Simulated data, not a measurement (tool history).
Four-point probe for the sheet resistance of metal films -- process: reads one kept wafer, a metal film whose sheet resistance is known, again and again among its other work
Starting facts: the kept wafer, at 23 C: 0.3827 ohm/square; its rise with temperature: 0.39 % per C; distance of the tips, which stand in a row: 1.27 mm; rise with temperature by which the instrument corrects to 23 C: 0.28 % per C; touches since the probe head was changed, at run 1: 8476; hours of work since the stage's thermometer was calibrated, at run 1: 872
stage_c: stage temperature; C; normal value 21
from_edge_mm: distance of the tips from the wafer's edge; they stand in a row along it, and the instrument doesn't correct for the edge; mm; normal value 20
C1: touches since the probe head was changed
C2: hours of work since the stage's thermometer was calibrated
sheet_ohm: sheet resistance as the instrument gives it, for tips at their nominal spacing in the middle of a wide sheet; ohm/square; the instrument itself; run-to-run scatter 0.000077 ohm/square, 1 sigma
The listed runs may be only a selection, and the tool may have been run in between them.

Run 1, day 0: usual settings; C1 8476; C2 872. Result: sheet_ohm 0.384281 ohm/square.
Run 2, day 0.612: usual settings; C1 8740; C2 879. Result: sheet_ohm 0.38429 ohm/square.
Run 3, day 1.25: usual settings; C1 9012; C2 885. Result: sheet_ohm 0.384335 ohm/square.
Run 4, day 1.567: usual settings but stage_c 32 C; C1 9150; C2 888. Result: sheet_ohm 0.388589 ohm/square.
Run 5, day 2.033: usual settings but from_edge_mm 22 mm; C1 9350; C2 893. Result: sheet_ohm 0.384246 ohm/square.
Run 6, day 2.683: usual settings but from_edge_mm 22 mm; C1 9628; C2 900. Result: sheet_ohm 0.384138 ohm/square.
Run 7, day 3.062: usual settings but from_edge_mm 22 mm; C1 9790; C2 904. Result: sheet_ohm 0.384217 ohm/square.
Run 8, day 3.638: usual settings but from_edge_mm 22 mm; C1 10038; C2 910. Result: sheet_ohm 0.38421 ohm/square.
Run 9, day 4.033: usual settings but from_edge_mm 19 mm; C1 10208; C2 914. Result: sheet_ohm 0.384476 ohm/square.
Run 10, day 4.562: usual settings but from_edge_mm 19 mm; C1 10435; C2 919. Result: sheet_ohm 0.384474 ohm/square.
Run 11, day 5.092: usual settings but from_edge_mm 19 mm; C1 10662; C2 924. Result: sheet_ohm 0.384359 ohm/square.
Run 12, day 5.442: usual settings but from_edge_mm 19 mm; C1 10812; C2 928. Result: sheet_ohm 0.384235 ohm/square.
Run 13, day 5.9: usual settings but from_edge_mm 19 mm; C1 11009; C2 933. Result: sheet_ohm 0.384467 ohm/square.
Run 14, day 6.362: usual settings but from_edge_mm 19 mm; C1 11208; C2 937. Result: sheet_ohm 0.384454 ohm/square.
Run 15, day 6.896: usual settings but from_edge_mm 19 mm; C1 11436; C2 943. Result: sheet_ohm 0.384404 ohm/square.
Run 16, day 7.558: usual settings but from_edge_mm 19 mm; C1 11721; C2 950. Result: sheet_ohm 0.384431 ohm/square.
Run 17, day 8.004: usual settings but from_edge_mm 7 mm; C1 11913; C2 954. Result: sheet_ohm 0.390296 ohm/square.
Run 18, day 8.567: usual settings but from_edge_mm 7 mm; C1 12154; C2 960. Result: sheet_ohm 0.390192 ohm/square.
Run 19, day 9.088: usual settings but from_edge_mm 7 mm; C1 12377; C2 965. Result: sheet_ohm 0.390244 ohm/square.
Run 20, day 9.729: usual settings but from_edge_mm 4 mm; C1 12653; C2 972. Result: sheet_ohm 0.403127 ohm/square.
Run 21, day 10.183: usual settings but from_edge_mm 62 mm; C1 12847; C2 977. Result: sheet_ohm 0.383625 ohm/square.
Run 22, day 10.683: usual settings but from_edge_mm 62 mm; C1 13063; C2 982. Result: sheet_ohm 0.383694 ohm/square.
Run 23, day 11.05: usual settings but stage_c 19 C, from_edge_mm 43 mm; C1 13221; C2 986. Result: sheet_ohm 0.382829 ohm/square.
Run 24, day 11.496: usual settings but stage_c 24 C, from_edge_mm 10 mm; C1 13411; C2 990. Result: sheet_ohm 0.388096 ohm/square.
Run 25, day 11.792: usual settings but stage_c 25 C, from_edge_mm 12 mm; C1 13538; C2 993. Result: sheet_ohm 0.387486 ohm/square.
Run 26, day 12.379: usual settings but stage_c 25 C, from_edge_mm 12 mm; C1 13791; C2 999. Result: sheet_ohm 0.387474 ohm/square.
Run 27, day 12.817: usual settings but stage_c 20 C, from_edge_mm 4 mm; C1 13978; C2 1004. Result: sheet_ohm 0.402904 ohm/square.
At day 12.892: stage's thermometer calibrated.
Run 28, day 13.262: usual settings but stage_c 29 C, from_edge_mm 4 mm; C1 14161; C2 4. Result: sheet_ohm 0.40697 ohm/square.
Run 29, day 13.779: usual settings but stage_c 29 C, from_edge_mm 4 mm; C1 14383; C2 9. Result: sheet_ohm 0.406951 ohm/square.
Run 30, day 14.067: usual settings but stage_c 29 C, from_edge_mm 4 mm; C1 14505; C2 12. Result: sheet_ohm 0.407028 ohm/square.
Run 31, day 14.692: usual settings but stage_c 29 C, from_edge_mm 4 mm; C1 14774; C2 18. Result: sheet_ohm 0.407018 ohm/square.
Run 32, day 15.262: usual settings but stage_c 23 C, from_edge_mm 48 mm; C1 15020; C2 24. Result: sheet_ohm 0.384921 ohm/square.
Run 33, day 15.742: usual settings but stage_c 30 C, from_edge_mm 33 mm; C1 15225; C2 29. Result: sheet_ohm 0.387932 ohm/square.
Run 34, day 16.192: usual settings but stage_c 22 C, from_edge_mm 75 mm; C1 15418; C2 34. Result: sheet_ohm 0.384492 ohm/square.
Run 35, day 16.788: usual settings but stage_c 18 C, from_edge_mm 5 mm; C1 15674; C2 40. Result: sheet_ohm 0.395505 ohm/square.
At day 16.867: stage's thermometer calibrated, once more.
Run 36, day 17.188: usual settings but stage_c 26 C, from_edge_mm 21 mm; C1 15838; C2 3. Result: sheet_ohm 0.385774 ohm/square.
Run 37, day 17.517: usual settings but from_edge_mm 39 mm; C1 15978; C2 7. Result: sheet_ohm 0.38307 ohm/square.
Run 38, day 18.154: usual settings but stage_c 28 C, from_edge_mm 66 mm; C1 16252; C2 13. Result: sheet_ohm 0.385776 ohm/square.
Run 39, day 18.604: usual settings but stage_c 28 C, from_edge_mm 66 mm; C1 16445; C2 18. Result: sheet_ohm 0.385859 ohm/square.
Run 40, day 18.992: usual settings but stage_c 29 C, from_edge_mm 5 mm; C1 16612; C2 22. Result: sheet_ohm 0.399124 ohm/square.
Run 41, day 19.267: usual settings but stage_c 18 C, from_edge_mm 51 mm; C1 16730; C2 25. Result: sheet_ohm 0.381623 ohm/square.
Run 42, day 19.65: usual settings but stage_c 18 C, from_edge_mm 51 mm; C1 16894; C2 29. Result: sheet_ohm 0.381602 ohm/square.
Run 43, day 20.05: usual settings but stage_c 29 C, from_edge_mm 39 mm; C1 17065; C2 33. Result: sheet_ohm 0.386262 ohm/square.
Run 44, day 20.554: usual settings but stage_c 25 C, from_edge_mm 4 mm; C1 17282; C2 38. Result: sheet_ohm 0.404244 ohm/square.

What if the next run were any one of these 4? Each begins from the tool's condition after run 44:
Run A, day 21.004: usual settings but from_edge_mm 10 mm; C1 17475; C2 42. Result: sheet_ohm ?.
Run B, day 21.004: usual settings but stage_c 23 C, from_edge_mm 19 mm; C1 17475; C2 42. Result: sheet_ohm ?.
Run C, day 21.004: usual settings but from_edge_mm 46 mm; C1 17475; C2 42. Result: sheet_ohm ?.
Run D, day 21.004: usual settings but stage_c 26 C, from_edge_mm 29 mm; C1 17475; C2 42. Result: sheet_ohm ?.

run  sheet_ohm
  A   0.386101
  B   0.384609
  C    0.38299
  D   0.385319
What these runs would have given with no unlogged condition in the tool:
run  sheet_ohm
  A   0.385103
  B   0.383614
  C   0.381999
  D    0.38432

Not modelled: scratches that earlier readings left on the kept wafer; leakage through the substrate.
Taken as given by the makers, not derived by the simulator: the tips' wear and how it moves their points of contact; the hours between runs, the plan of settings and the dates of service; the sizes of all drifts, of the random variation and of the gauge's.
